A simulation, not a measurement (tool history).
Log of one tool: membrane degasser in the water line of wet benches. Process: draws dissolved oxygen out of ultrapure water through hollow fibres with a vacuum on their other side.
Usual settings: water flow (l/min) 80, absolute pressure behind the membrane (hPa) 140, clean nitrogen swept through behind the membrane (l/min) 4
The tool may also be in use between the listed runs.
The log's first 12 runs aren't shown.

run,day,water flow (l/min),absolute pressure behind the membrane (hPa),clean nitrogen swept through behind the membrane (l/min),dissolved oxygen in the water behind the degasser (ppb),pressure that the water loses in the fibres (hPa)
# day 139.833: vacuum gauge calibrated
13,143.862,80,140,4,466.4,277.3
14,158.5,80,140,4,463.7,278.1
15,165.092,48,140,4,296.1,164.5
16,176.446,48,140,4,297.5,165.5
17,188.85,48,318,4,744.4,169.6
18,200.025,56,194,4,499.3,193.9
19,214.796,58,227,5.66,450.3,203.7
20,228.929,58,227,5.66,453.2,203.2
21,238.65,83,320,5.66,885.1,291.9
22,245.45,98,120,11.66,189.3,343.8
# day 257.654: seals of the vacuum lines changed
23,260.017,69,99,4,260,243
24,267.912,99,99,4.98,309.1,349.3
25,276.35,51,134,2.96,388.8,179.8
# day 282.029: vacuum gauge calibrated
26,284.392,98,295,4,1228.3,348.1
27,299.708,98,295,4,1229.7,349.8
28,307.792,71,140,3.93,420.4,257.3
29,317.262,126,140,6.63,483.3,449.8
30,328.554,126,140,6.63,486.3,452.1

3 ways to go on from here, each from the tool as it stands after run 30. What would each give?
A,338.483,80,176,4,?,?
B,338.483,126,89,6.63,?,?
C,338.483,100,140,3.82,?,?

run,dissolved oxygen in the water behind the degasser (ppb),pressure that the water loses in the fibres (hPa)
A,606.2,286.5
B,286.8,450.2
C,588.9,358.5
Without the tool's hidden state the same runs would have given:
run,dissolved oxygen in the water behind the degasser (ppb),pressure that the water loses in the fibres (hPa)
A,603.1,263.6
B,268.7,414
C,581.6,329.8
